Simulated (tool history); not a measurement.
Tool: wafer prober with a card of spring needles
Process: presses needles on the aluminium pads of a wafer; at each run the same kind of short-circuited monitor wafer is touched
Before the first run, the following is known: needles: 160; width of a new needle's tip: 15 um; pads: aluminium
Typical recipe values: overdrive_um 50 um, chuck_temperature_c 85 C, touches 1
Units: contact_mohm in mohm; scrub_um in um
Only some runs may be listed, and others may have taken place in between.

run 1 hour=0 | overdrive_um=50 chuck_temperature_c=85 touches=1 | contact_mohm=194 scrub_um=9.25
-- hour=7.5 tips cleaned on abrasive film
run 2 hour=12.2 | overdrive_um=50 chuck_temperature_c=85 touches=1 | contact_mohm=198 scrub_um=9.21
-- hour=20.8 tips cleaned on abrasive film
run 3 hour=24.8 | overdrive_um=50 chuck_temperature_c=85 touches=1 | contact_mohm=192 scrub_um=9.16
-- hour=33 tips cleaned on abrasive film
run 4 hour=35.3 | overdrive_um=50 chuck_temperature_c=85 touches=1 | contact_mohm=184 scrub_um=9.19
-- hour=45.3 tips cleaned on abrasive film
run 5 hour=52.2 | overdrive_um=50 chuck_temperature_c=85 touches=1 | contact_mohm=196 scrub_um=9.11
-- hour=57.9 tips cleaned on abrasive film
run 6 hour=61.1 | overdrive_um=50 chuck_temperature_c=85 touches=1 | contact_mohm=190 scrub_um=9.12
-- hour=70.2 tips cleaned on abrasive film
run 7 hour=70.2 | overdrive_um=70 chuck_temperature_c=53 touches=2 | contact_mohm=158 scrub_um=12.88
-- hour=82.4 tips cleaned on abrasive film
run 8 hour=86.6 | overdrive_um=65 chuck_temperature_c=93 touches=1 | contact_mohm=185 scrub_um=11.91
-- hour=94.9 tips cleaned on abrasive film
-- hour=99.5 height of the first contact set anew
run 9 hour=100.2 | overdrive_um=50 chuck_temperature_c=85 touches=2 | contact_mohm=185 scrub_um=9.47
-- hour=107.4 tips cleaned on abrasive film
run 10 hour=114.4 | overdrive_um=65 chuck_temperature_c=56 touches=1 | contact_mohm=178 scrub_um=12.25

Each row is a separate what-if for the run after 10, all from the same tool condition, not one after another. Results?
-- hour=120.6 tips cleaned on abrasive film
run A hour=130.8 | overdrive_um=50 chuck_temperature_c=27 touches=2 | contact_mohm=? scrub_um=?
-- hour=120.6 tips cleaned on abrasive film
run B hour=130.8 | overdrive_um=50 chuck_temperature_c=85 touches=2 | contact_mohm=? scrub_um=?
-- hour=120.6 tips cleaned on abrasive film
run C hour=130.8 | overdrive_um=45 chuck_temperature_c=95 touches=1 | contact_mohm=? scrub_um=?
-- hour=120.6 tips cleaned on abrasive film
run D hour=130.8 | overdrive_um=37 chuck_temperature_c=58 touches=2 | contact_mohm=? scrub_um=?

run=A contact_mohm=182 scrub_um=9.4
run=B contact_mohm=192 scrub_um=9.41
run=C contact_mohm=214 scrub_um=8.47
run=D contact_mohm=212 scrub_um=6.96
Without the tool's hidden state the same runs would have given:
run=A contact_mohm=159 scrub_um=9.45
run=B contact_mohm=171 scrub_um=9.46
run=C contact_mohm=173 scrub_um=8.52
run=D contact_mohm=174 scrub_um=7.01

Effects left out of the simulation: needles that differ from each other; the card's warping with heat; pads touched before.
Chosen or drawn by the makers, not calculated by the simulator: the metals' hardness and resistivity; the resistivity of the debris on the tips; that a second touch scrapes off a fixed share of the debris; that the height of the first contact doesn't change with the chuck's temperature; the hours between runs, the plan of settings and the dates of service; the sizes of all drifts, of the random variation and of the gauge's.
